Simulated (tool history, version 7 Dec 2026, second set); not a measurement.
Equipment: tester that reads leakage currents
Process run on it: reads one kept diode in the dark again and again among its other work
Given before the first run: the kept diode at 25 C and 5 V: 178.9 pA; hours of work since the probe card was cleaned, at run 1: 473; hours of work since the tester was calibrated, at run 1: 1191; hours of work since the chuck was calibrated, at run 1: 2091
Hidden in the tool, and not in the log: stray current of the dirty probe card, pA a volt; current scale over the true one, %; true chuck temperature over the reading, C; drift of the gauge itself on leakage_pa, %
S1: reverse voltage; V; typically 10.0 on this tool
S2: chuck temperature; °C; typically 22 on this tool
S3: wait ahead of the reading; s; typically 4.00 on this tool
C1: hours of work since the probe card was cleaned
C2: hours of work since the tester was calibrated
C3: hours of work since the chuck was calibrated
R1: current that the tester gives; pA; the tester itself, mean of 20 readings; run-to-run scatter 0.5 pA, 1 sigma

run,day,S1,S2,S3,C1,C2,C3,R1
1,0.000,10.0,22,4.00,473,1191,2091,137.99
2,5.229,10.0,22,4.00,560,1278,2178,137.62
# day 6.104: chuck's temperature calibrated
3,16.296,10.0,22,4.00,743,1460,169,166.20
4,24.204,10.0,22,4.00,874,1592,301,165.27
5,30.246,10.0,22,4.00,974,1692,401,164.63
6,40.679,10.0,22,0.57,1148,1866,575,167.50
7,46.633,10.0,22,0.57,1247,1965,673,165.41
8,54.754,10.0,22,4.00,1382,2100,808,159.28
# day 58.629: probe card cleaned and baked
9,63.592,10.0,22,4.00,82,2244,953,161.16
10,68.112,10.0,22,0.36,158,2319,1028,168.30
11,77.979,5.4,22,4.00,322,2483,1192,127.84
12,83.558,5.4,22,4.00,414,2576,1285,127.39
13,90.383,5.4,22,4.00,528,2690,1398,126.69
14,94.838,10.0,22,0.71,602,2764,1472,159.87
15,104.108,11.2,22,4.00,756,2918,1626,160.69
16,109.596,11.2,22,4.00,847,3009,1718,160.97
# day 120.142: probe card cleaned and baked, once more
17,120.625,10.0,26,4.00,8,3190,1899,204.13
18,128.883,6.3,26,3.80,145,3327,2036,176.68
19,137.612,10.0,53,4.00,290,3472,2181,2124.13
# day 138.542: chuck's temperature calibrated
20,147.267,1.7,40,0.32,449,3631,145,496.58
21,157.642,17.8,22,0.66,622,3804,317,205.45
22,166.867,17.8,22,0.66,775,3957,471,204.45
23,177.346,17.8,22,0.66,949,4131,645,203.06
24,186.121,18.2,29,4.12,1095,4277,791,371.38
25,194.996,18.2,29,4.12,1242,4424,938,371.02
26,202.808,18.1,27,0.51,1372,4554,1068,312.72
# day 206.475: probe card cleaned and baked
27,210.679,1.0,44,6.95,70,4683,1197,543.23
28,220.017,1.0,44,6.95,225,4838,1352,537.20
29,226.758,10.6,39,6.39,337,4950,1464,719.71
30,237.596,10.6,39,6.39,517,5130,1644,705.04
# day 240.908: tester calibrated
31,243.133,10.0,22,3.37,608,37,1734,146.01
32,247.800,11.9,22,4.00,685,115,1812,153.59
33,256.746,11.9,25,4.00,834,263,1961,203.55
34,264.633,11.9,25,4.00,965,394,2092,201.07

Some steps in R1, run to run, broken into two amounts with sign: the step expected even without the hidden condition (settings, incoming material, random variation), and the rest, left for the hidden condition together with whatever gauge scatter is not in both the measured and the hidden-condition-free result:
Run 18 -> 19: S1 6.3 -> 10.0, S2 26 -> 53, S3 3.80 -> 4.00. R1 +1947.45 pA: hidden state -352.13, all else +2299.58.
Run 19 -> 20: S1 10.0 -> 1.7, S2 53 -> 40, S3 4.00 -> 0.32, chuck's temperature calibrated. R1 -1627.55 pA: hidden state +384.34, all else -2011.89.
Run 30 -> 31: S1 10.6 -> 10.0, S2 39 -> 22, S3 6.39 -> 3.37, tester calibrated. R1 -559.03 pA: hidden state +75.77, all else -634.80.

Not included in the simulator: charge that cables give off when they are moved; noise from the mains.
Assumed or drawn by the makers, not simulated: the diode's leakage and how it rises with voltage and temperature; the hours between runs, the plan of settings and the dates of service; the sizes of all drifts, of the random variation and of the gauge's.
